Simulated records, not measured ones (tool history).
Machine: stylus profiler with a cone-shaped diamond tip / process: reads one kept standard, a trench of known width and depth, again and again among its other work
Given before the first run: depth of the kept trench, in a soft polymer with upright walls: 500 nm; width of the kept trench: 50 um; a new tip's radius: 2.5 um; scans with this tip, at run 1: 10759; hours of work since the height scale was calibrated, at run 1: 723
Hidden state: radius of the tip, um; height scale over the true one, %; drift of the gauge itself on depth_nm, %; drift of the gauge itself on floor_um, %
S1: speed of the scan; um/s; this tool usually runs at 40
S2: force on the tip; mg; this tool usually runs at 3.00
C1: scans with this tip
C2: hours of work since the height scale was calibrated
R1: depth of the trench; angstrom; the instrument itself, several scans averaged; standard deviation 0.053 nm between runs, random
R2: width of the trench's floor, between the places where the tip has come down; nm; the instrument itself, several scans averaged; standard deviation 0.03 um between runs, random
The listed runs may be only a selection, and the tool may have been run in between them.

run   hour   S1    S2     C1    C2      R1     R2
  1    0.0   40  3.00  10759   723  5033.2  46850
  2   26.5   40  3.00  11024   741  5033.1  46880
  3   54.3   48  3.00  11302   760  5034.1  46800
  4  100.6   40  3.00  11765   791  5033.2  46860
  5  149.4   40  3.00  12252   824  5033.9  46840
  6  201.5   40  3.00  12773   859  5032.9  46850
  7  250.1   40  3.00  13258   891  5033.0  46920
  8  298.2   40  4.83  13739   924  5045.2  46870
  9  325.4   40  4.83  14011   942  5046.1  46920
 10  375.3   40  3.00  14510   976  5033.1  46860
 11  398.5   62  3.00  14741   991  5034.0  46760
 12  426.6   62  3.00  15022  1010  5033.3  46790
 13  474.9   98  3.00  15505  1043  5032.5  46650
 14  511.3   98  3.00  15869  1067  5033.4  46610
 15  546.8  148  3.51  16223  1091  5036.9  46500
 16  571.1  148  3.17  16466  1107  5034.3  46480
 17  604.6  148  3.17  16801  1130  5035.2  46500
 18  652.0   89  3.17  17274  1162  5034.9  46680
 19  684.2   89  3.17  17596  1183  5034.8  46710
 20  734.2  103  4.33  18096  1217  5043.2  46690
     765.0  -- new tip fitted, height scale calibrated
 21  765.0   15  4.93      0     0  5046.6  46950
 22  801.5   37  3.61    365    25  5037.6  46890
 23  850.2   37  3.21    851    57  5035.0  46900
 24  882.8   37  3.21   1177    79  5034.6  46890
 25  911.3   29  1.12   1461    98  5017.5  46810
 26  934.0   29  1.12   1688   114  5018.3  46830

For each entry between runs, how does the tool's hidden state at the last listed run before it compare with that at the first listed run after it?
In the gap between runs 20 and 21: new tip fitted, height scale calibrated (hour 765.0)
  radius of the tip, um: 2.52 -> 2.5; height scale over the true one, %: -0.001 -> 0
